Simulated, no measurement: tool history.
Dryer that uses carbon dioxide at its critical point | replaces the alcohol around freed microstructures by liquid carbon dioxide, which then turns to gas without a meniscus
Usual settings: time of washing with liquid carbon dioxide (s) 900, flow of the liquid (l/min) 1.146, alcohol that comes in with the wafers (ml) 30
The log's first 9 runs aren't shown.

| run | day | time of washing with liquid carbon dioxide (s) | flow of the liquid (l/min) | alcohol that comes in with the wafers (ml) | alcohol left in the vessel before it's heated (ppm by volume) |
|---|---|---|---|---|---|
| 10 | 12.104 | 900 | 1.146 | 30 | 162 |
| 11 | 13.812 | 900 | 1.146 | 30 | 165 |
| 12 | 14.7 | 900 | 1.146 | 30 | 160 |
| 13 | 15.817 | 900 | 1.146 | 30 | 155 |
| 14 | 17.038 | 900 | 1.146 | 30 | 171 |
| 15 | 18.404 | 900 | 1.146 | 30 | 180 |
| 16 | 19.121 | 900 | 1.89 | 30 | 132 |
| 17 | 20.221 | 900 | 1.89 | 30 | 148 |
| 18 | 21.442 | 840 | 1.146 | 30 | 199 |
| 19 | 22.192 | 900 | 1.146 | 30 | 181 |
| 20 | 23.767 | 1200 | 1.146 | 30 | 157 |

The next listed run, before its measurement:
| 21 | 24.542 | 600 | 1.35 | 30 | ? |

Run 21 gave alcohol left in the vessel before it's heated (ppm by volume) 295.
Without the tool's hidden state the same run would have given alcohol left in the vessel before it's heated (ppm by volume) 71.
